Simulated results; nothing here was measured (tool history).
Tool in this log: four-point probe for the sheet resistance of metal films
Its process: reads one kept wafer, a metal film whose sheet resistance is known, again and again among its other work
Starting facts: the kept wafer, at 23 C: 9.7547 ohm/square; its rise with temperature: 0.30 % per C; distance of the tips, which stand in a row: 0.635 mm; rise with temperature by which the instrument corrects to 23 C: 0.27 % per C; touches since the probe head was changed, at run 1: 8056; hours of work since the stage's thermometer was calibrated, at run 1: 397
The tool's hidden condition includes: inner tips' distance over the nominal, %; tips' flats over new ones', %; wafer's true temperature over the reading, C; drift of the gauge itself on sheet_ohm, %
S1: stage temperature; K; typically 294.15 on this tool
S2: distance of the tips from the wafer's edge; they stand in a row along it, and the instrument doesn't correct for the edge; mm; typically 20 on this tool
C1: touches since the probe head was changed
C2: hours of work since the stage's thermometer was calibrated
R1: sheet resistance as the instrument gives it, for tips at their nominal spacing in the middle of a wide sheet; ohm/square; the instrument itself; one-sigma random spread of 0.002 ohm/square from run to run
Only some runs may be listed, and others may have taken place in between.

run    hour      S1  S2     C1    C2        R1
  1     0.0  294.15  20   8056   397  9.753038
  2    29.4  294.15  20   9455   415  9.756617
  3    59.2  294.15  20  10871   432  9.753808
  4   111.5  294.15  20  13357   463  9.754059
  5   136.6  294.15  20  14549   478  9.754556
  6   184.8  294.15  20  16839   507  9.756136
  7   216.9  294.15  49  18366   526  9.752423
  8   255.1  307.15  20  20183   549  9.792971
  9   297.6  294.15   5  22201   574  9.830324
 10   343.5  294.15   5  24385   601  9.830674
 11   373.6  294.15   3  25817   619  9.976674
 12   405.8  292.15   3  27344   638  9.974248
 13   457.7  292.15   3  29813   669  9.974971
 14   487.0  292.15   3  31207   686  9.976252
 15   530.4  297.15  20  33269   712  9.766215
 16   557.3  294.15  50  34546   728  9.750509
 17   584.8  294.15  50  35853   744  9.748538
 18   613.0  294.15  50  37197   761  9.746000
 19   656.7  294.15  50  39275   787  9.749554
 20   705.3  305.15  20  41584   816  9.787068
 21   751.6  294.15  20  43785   844  9.754537
 22   809.4  294.15  20  46534   878  9.757024
 23   855.7  294.15   9  48731   905  9.774198
 24   904.2  294.15   9  51036   934  9.775514
 25   962.7  294.15   9  53818   969  9.775330
 26  1007.4  297.15  11  55942   995  9.774694
 27  1065.8  296.15  25  58719  1030  9.757940
 28  1108.4  296.15  25  60747  1056  9.757544
     1156.8  -- new probe head fitted
 29  1159.0  296.15  25    105  1085  9.760505
 30  1213.1  300.15   4   2680  1117  9.895905
 31  1273.5  295.15   7   5550  1153  9.795101
 32  1308.0  304.15  32   7189  1173  9.778687
 33  1336.1  304.15  32   8527  1190  9.778573
 34  1365.4  304.15  32   9916  1207  9.782349
 35  1426.1  304.15  32  12805  1244  9.782654
 36  1469.6  299.15  44  14871  1269  9.765925
 37  1527.4  307.15  16  17619  1304  9.795166
 38  1566.1  307.15  16  19459  1327  9.793615
 39  1594.0  307.15  16  20783  1343  9.794767
 40  1639.4  307.15  16  22942  1370  9.797054
 41  1678.7  300.15  16  24810  1394  9.772789
 42  1735.9  291.15   5  27531  1428  9.821746
 43  1769.8  293.15   4  29142  1448  9.877814

Predict each of these 4 candidate next runs independently; none follows another, all start after run 43:
  A  1814.5  293.15  20  31269  1474   ?
  B  1814.5  298.15   6  31269  1474   ?
  C  1814.5  293.15  50  31269  1474   ?
  D  1814.5  300.15  32  31269  1474   ?

run        R1
  A  9.749648
  B  9.821462
  C  9.747249
  D  9.769842
Had the tool no hidden state, the same runs would have come out as:
run        R1
  A  9.749466
  B  9.821281
  C  9.747068
  D  9.769663
